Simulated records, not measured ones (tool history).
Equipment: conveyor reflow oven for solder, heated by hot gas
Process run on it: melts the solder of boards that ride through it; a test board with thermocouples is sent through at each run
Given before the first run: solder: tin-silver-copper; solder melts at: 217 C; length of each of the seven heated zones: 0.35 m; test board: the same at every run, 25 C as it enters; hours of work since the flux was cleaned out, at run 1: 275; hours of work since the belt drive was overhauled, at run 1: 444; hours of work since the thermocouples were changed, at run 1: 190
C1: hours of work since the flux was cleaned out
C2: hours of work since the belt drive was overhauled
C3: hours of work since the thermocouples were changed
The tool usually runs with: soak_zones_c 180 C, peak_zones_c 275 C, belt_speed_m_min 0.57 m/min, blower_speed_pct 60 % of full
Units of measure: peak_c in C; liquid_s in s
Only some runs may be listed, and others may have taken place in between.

Run 1, hour 0: usual settings; C1 275; C2 444; C3 190. Result: peak_c 255 C, liquid_s 57.8 s.
Run 2, hour 44.3: usual settings but soak_zones_c 189 C; C1 307; C2 476; C3 222. Result: peak_c 256.3 C, liquid_s 62.6 s.
At hour 95.2: flux residue cleaned out of gas plates and filters.
Run 3, hour 129.2: usual settings but peak_zones_c 274 C; C1 25; C2 534; C3 280. Result: peak_c 253.6 C, liquid_s 57.2 s.
Run 4, hour 196.9: usual settings but peak_zones_c 274 C; C1 74; C2 583; C3 329. Result: peak_c 254 C, liquid_s 57.4 s.
Run 5, hour 257.3: usual settings but peak_zones_c 274 C; C1 117; C2 627; C3 372. Result: peak_c 254 C, liquid_s 57.1 s.
Run 6, hour 335.8: usual settings but belt_speed_m_min 0.655 m/min; C1 174; C2 683; C3 429. Result: peak_c 249.3 C, liquid_s 46.1 s.
Run 7, hour 393.1: usual settings; C1 215; C2 725; C3 471. Result: peak_c 255 C, liquid_s 58 s.
Run 8, hour 434.8: usual settings but blower_speed_pct 82 % of full; C1 246; C2 755; C3 501. Result: peak_c 259.6 C, liquid_s 61.5 s.
At hour 482.5: thermocouples of zones 6 and 7 changed.
Run 9, hour 533.4: usual settings but peak_zones_c 271 C, blower_speed_pct 82 % of full; C1 315; C2 825; C3 37. Result: peak_c 255.3 C, liquid_s 59.6 s.
At hour 573.9: flux residue cleaned out of gas plates and filters.
Run 10, hour 594.9: usual settings but soak_zones_c 171 C; C1 15; C2 866; C3 78. Result: peak_c 252.9 C, liquid_s 53.2 s.
Run 11, hour 677.8: usual settings but soak_zones_c 171 C; C1 75; C2 926; C3 138. Result: peak_c 252 C, liquid_s 52.8 s.
Run 12, hour 737.5: usual settings; C1 118; C2 969; C3 181. Result: peak_c 254.4 C, liquid_s 58.3 s.
Run 13, hour 832.9: usual settings; C1 187; C2 1038; C3 250. Result: peak_c 254.1 C, liquid_s 57.9 s.
At hour 841.6: belt drive overhauled, speed set with a stopwatch.
Run 14, hour 913: usual settings; C1 242; C2 52; C3 305. Result: peak_c 254.8 C, liquid_s 58 s.
Run 15, hour 970.5: usual settings but peak_zones_c 278 C; C1 284; C2 93; C3 346. Result: peak_c 257.2 C, liquid_s 59.8 s.
Run 16, hour 1031.4: usual settings but peak_zones_c 272 C; C1 328; C2 137; C3 390. Result: peak_c 252.1 C, liquid_s 55.7 s.
At hour 1051.7: flux residue cleaned out of gas plates and filters.
Run 17, hour 1128.1: usual settings but peak_zones_c 272 C; C1 55; C2 204; C3 457. Result: peak_c 252.5 C, liquid_s 56.3 s.
Run 18, hour 1225: usual settings but peak_zones_c 285 C, belt_speed_m_min 0.51 m/min; C1 125; C2 274; C3 527. Result: peak_c 267.2 C, liquid_s 73.4 s.
At hour 1241.6: thermocouples of zones 6 and 7 changed.
Run 19, hour 1292.5: usual settings but peak_zones_c 285 C, belt_speed_m_min 0.535 m/min; C1 173; C2 321; C3 37. Result: peak_c 265.9 C, liquid_s 68.6 s.
Run 20, hour 1336.4: usual settings but soak_zones_c 170 C, belt_speed_m_min 0.47 m/min; C1 204; C2 353; C3 69. Result: peak_c 259.5 C, liquid_s 70.6 s.
Run 21, hour 1434.2: usual settings but soak_zones_c 175 C, peak_zones_c 285 C, belt_speed_m_min 0.493 m/min, blower_speed_pct 80 % of full; C1 275; C2 423; C3 139. Result: peak_c 271.4 C, liquid_s 76.6 s.
At hour 1532.7: flux residue cleaned out of gas plates and filters.
Run 22, hour 1538.6: usual settings but belt_speed_m_min 0.603 m/min; C1 4; C2 495; C3 211. Result: peak_c 252.3 C, liquid_s 52.6 s.
Run 23, hour 1632.7: usual settings but belt_speed_m_min 0.603 m/min; C1 72; C2 563; C3 279. Result: peak_c 252.6 C, liquid_s 53 s.
Run 24, hour 1674.8: usual settings but peak_zones_c 286 C; C1 103; C2 594; C3 310. Result: peak_c 264 C, liquid_s 63.4 s.
Run 25, hour 1759.9: usual settings but soak_zones_c 183 C, peak_zones_c 289 C, belt_speed_m_min 0.596 m/min; C1 164; C2 655; C3 371. Result: peak_c 265 C, liquid_s 62.3 s.
Run 26, hour 1820.7: usual settings but soak_zones_c 169 C, peak_zones_c 283 C; C1 208; C2 699; C3 415. Result: peak_c 258.7 C, liquid_s 57.2 s.
Run 27, hour 1915.5: usual settings but soak_zones_c 170 C, peak_zones_c 279 C, belt_speed_m_min 0.516 m/min, blower_speed_pct 50 % of full; C1 277; C2 768; C3 484. Result: peak_c 256.3 C, liquid_s 61.8 s.
Run 28, hour 1971.6: usual settings but soak_zones_c 170 C, peak_zones_c 271 C, belt_speed_m_min 0.516 m/min, blower_speed_pct 67 % of full; C1 317; C2 808; C3 524. Result: peak_c 254.6 C, liquid_s 61 s.
At hour 1988.7: thermocouples of zones 6 and 7 changed.
At hour 2012.1: flux residue cleaned out of gas plates and filters.
Run 29, hour 2029.9: usual settings but belt_speed_m_min 0.68 m/min; C1 13; C2 846; C3 26. Result: peak_c 248.2 C, liquid_s 42.4 s.
Run 30, hour 2088.2: usual settings but soak_zones_c 167 C, peak_zones_c 289 C, belt_speed_m_min 0.67 m/min, blower_speed_pct 77 % of full; C1 55; C2 888; C3 68. Result: peak_c 261.6 C, liquid_s 48.9 s.

What differs in the tool's unlogged condition from the final listed run ahead of each entry between runs to the first listed run following it?
Logged between run 2 and run 3: flux residue cleaned out of gas plates and filters (hour 95.2)
  heat that the gas passes to the board, % of a clean oven's: 99.6 -> 100; belt's true speed, % of the reading: 99.97 -> 99.96
Logged between run 8 and run 9: thermocouples of zones 6 and 7 changed (hour 482.5)
  heat that the gas passes to the board, % of a clean oven's: 99.7 -> 99.6; true gas temperature in zones 6 and 7 over the reading, C: 0.08 -> -0.02
Logged between run 9 and run 10: flux residue cleaned out of gas plates and filters (hour 573.9)
  heat that the gas passes to the board, % of a clean oven's: 99.6 -> 100; belt's true speed, % of the reading: 99.95 -> 99.94; true gas temperature in zones 6 and 7 over the reading, C: -0.02 -> -0.01
Logged between run 13 and run 14: belt drive overhauled, speed set with a stopwatch (hour 841.6)
  heat that the gas passes to the board, % of a clean oven's: 99.7 -> 99.6; belt's true speed, % of the reading: 99.93 -> 99.99; true gas temperature in zones 6 and 7 over the reading, C: 0 -> 0.01
Logged between run 16 and run 17: flux residue cleaned out of gas plates and filters (hour 1051.7)
  heat that the gas passes to the board, % of a clean oven's: 99.5 -> 99.9; belt's true speed, % of the reading: 99.99 -> 99.98
Logged between run 18 and run 19: thermocouples of zones 6 and 7 changed (hour 1241.6)
  heat that the gas passes to the board, % of a clean oven's: 99.8 -> 99.7; true gas temperature in zones 6 and 7 over the reading, C: 0.03 -> 0.01
Logged between run 21 and run 22: flux residue cleaned out of gas plates and filters (hour 1532.7)
  heat that the gas passes to the board, % of a clean oven's: 99.6 -> 100
Logged between run 28 and run 29: thermocouples of zones 6 and 7 changed (hour 1988.7); flux residue cleaned out of gas plates and filters (hour 2012.1)
  heat that the gas passes to the board, % of a clean oven's: 99.6 -> 100; belt's true speed, % of the reading: 99.95 -> 99.94; true gas temperature in zones 6 and 7 over the reading, C: 0.05 -> -0.01
